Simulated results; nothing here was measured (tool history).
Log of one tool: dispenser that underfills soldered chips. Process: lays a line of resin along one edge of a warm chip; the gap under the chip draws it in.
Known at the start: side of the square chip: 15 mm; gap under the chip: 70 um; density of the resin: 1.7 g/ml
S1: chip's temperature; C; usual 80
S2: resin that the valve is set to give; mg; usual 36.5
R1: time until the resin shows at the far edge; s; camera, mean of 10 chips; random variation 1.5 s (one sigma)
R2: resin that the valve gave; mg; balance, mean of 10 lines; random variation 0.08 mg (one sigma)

| run | hour | S1 | S2 | R1 | R2 |
|---|---|---|---|---|---|
| 1 | 0.0 | 80 | 36.5 | 191.1 | 35.11 |
|  | 3.9 | new syringe of resin |
| 2 | 7.3 | 80 | 36.5 | 170.3 | 35.13 |
|  | 9.2 | dispensing valve cleaned and set on the balance |
| 3 | 12.7 | 78 | 36.5 | 214.5 | 36.57 |
|  | 16.2 | new syringe of resin |
| 4 | 18.4 | 85 | 36.5 | 128.2 | 36.55 |
| 5 | 21.5 | 72 | 36.5 | 268.8 | 36.45 |
| 6 | 25.0 | 72 | 36.5 | 296.1 | 36.37 |
|  | 27.5 | new syringe of resin |
| 7 | 31.3 | 80 | 42.0 | 170.5 | 41.96 |
| 8 | 36.6 | 80 | 42.0 | 193.7 | 41.72 |
|  | 39.1 | new syringe of resin |
| 9 | 40.9 | 80 | 36.5 | 162.6 | 36.35 |
| 10 | 45.6 | 80 | 36.5 | 187.1 | 36.32 |
| 11 | 48.7 | 80 | 36.5 | 206.2 | 36.44 |
|  | 50.2 | new syringe of resin |
| 12 | 54.8 | 80 | 36.5 | 176.4 | 36.24 |
|  | 61.4 | new syringe of resin |
| 13 | 61.4 | 80 | 36.5 | 153.5 | 36.25 |
| 14 | 67.4 | 80 | 36.5 | 182.3 | 36.03 |
|  | 72.5 | new syringe of resin |
| 15 | 72.5 | 80 | 36.5 | 157.1 | 35.94 |
| 16 | 77.6 | 80 | 36.5 | 180.5 | 36.00 |

The next listed run, before its measurement:
|  | 83.9 | new syringe of resin |
| 17 | 84.4 | 80 | 36.5 | ? | ? |

R1: 158.8 s
R2: 35.97 mg
Without the tool's hidden state the same run would have given R1 143.6 s, R2 36.51 mg.
